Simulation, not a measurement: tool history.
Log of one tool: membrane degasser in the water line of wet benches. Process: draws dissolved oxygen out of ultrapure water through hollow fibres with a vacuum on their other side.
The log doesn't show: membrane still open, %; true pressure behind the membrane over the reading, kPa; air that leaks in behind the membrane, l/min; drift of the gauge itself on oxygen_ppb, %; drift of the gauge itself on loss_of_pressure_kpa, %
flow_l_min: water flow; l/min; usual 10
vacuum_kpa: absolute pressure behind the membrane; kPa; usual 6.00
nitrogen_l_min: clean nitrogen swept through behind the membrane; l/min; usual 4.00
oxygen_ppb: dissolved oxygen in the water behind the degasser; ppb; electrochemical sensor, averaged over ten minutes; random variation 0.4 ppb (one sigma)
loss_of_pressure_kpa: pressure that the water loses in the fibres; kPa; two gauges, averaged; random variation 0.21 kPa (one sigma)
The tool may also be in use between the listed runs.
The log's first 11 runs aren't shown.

run,hour,flow_l_min,vacuum_kpa,nitrogen_l_min,hours since the membrane was changed,hours since the vacuum gauge was calibrated,hours since the vacuum lines were made tight,oxygen_ppb,loss_of_pressure_kpa
12,1023.1,10,6.00,9.38,3558,6190,6393,15.9,49.91
# hour 1066.2: seals of the vacuum lines changed
13,1117.4,10,4.56,4.00,3650,6283,51,16.4,49.70
14,1245.8,10,4.56,4.00,3779,6411,180,17.3,49.94
15,1378.7,10,4.56,4.00,3912,6544,313,17.5,49.83
16,1493.9,10,4.56,4.00,4027,6659,428,16.7,49.81
# hour 1572.9: vacuum gauge calibrated
17,1585.3,10,6.11,4.00,4118,12,519,26.6,49.77
18,1712.5,10,6.11,4.00,4245,140,646,26.1,50.34
19,1845.1,11,8.64,2.98,4378,272,778,60.3,55.01
20,1950.8,11,8.64,2.98,4483,378,884,60.8,55.04
21,2055.1,16,6.61,2.98,4588,482,988,73.0,80.14
22,2157.7,10,4.43,4.00,4690,585,1091,16.1,50.18
23,2250.0,10,4.43,9.51,4783,677,1183,11.6,50.11
24,2310.3,6,8.43,10.93,4843,737,1244,8.3,30.16
25,2417.9,6,8.43,10.93,4950,845,1351,9.1,29.91

Forecast run 26:
26,2501.5,6,12.89,4.00,5034,929,1435,?,?

{"run 26": {"oxygen_ppb": 38.4, "loss_of_pressure_kpa": 30.44}}
Without the tool's hidden state the same run would have given oxygen_ppb 38.3 ppb, loss_of_pressure_kpa 29.98 kPa.
